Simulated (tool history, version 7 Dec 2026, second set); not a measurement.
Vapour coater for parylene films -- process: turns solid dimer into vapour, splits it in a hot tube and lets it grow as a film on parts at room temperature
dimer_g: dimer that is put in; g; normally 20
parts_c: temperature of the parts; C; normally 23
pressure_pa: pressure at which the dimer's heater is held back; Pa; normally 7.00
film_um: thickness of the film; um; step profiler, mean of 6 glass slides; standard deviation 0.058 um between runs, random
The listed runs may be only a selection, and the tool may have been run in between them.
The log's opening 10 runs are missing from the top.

run,day,dimer_g,parts_c,pressure_pa,hours of work since the trap's valve was overhauled,hours of work since the table's thermometer was calibrated,film_um
11,17.325,9,23,7.00,497,316,3.56
12,18.729,9,15,7.00,526,344,4.64
# day 19.621: trap's valve overhauled
13,20.958,9,15,7.00,27,386,4.47
14,23.258,9,15,7.00,73,432,4.44
15,25.204,9,15,7.00,113,472,4.40
16,26.212,9,15,7.00,133,492,4.38
# day 27.325: trap's valve overhauled, once more
17,28.696,19,18,4.11,28,539,10.23
18,30.804,8,16,8.57,70,581,4.03
19,32.892,20,23,11.22,112,624,7.75
20,35.067,20,23,11.22,156,667,7.68
21,36.858,20,23,11.22,192,704,7.66
22,38.050,22,25,7.00,217,728,8.43
23,40.350,17,17,11.59,263,774,7.87

What does the tool deliver on the next run?
24,41.425,15,30,7.00,285,796,?

{"run 24": {"film_um": 4.8}}
If the tool had no hidden condition, the same run with the same run-to-run variation would have returned film_um 4.92 um.
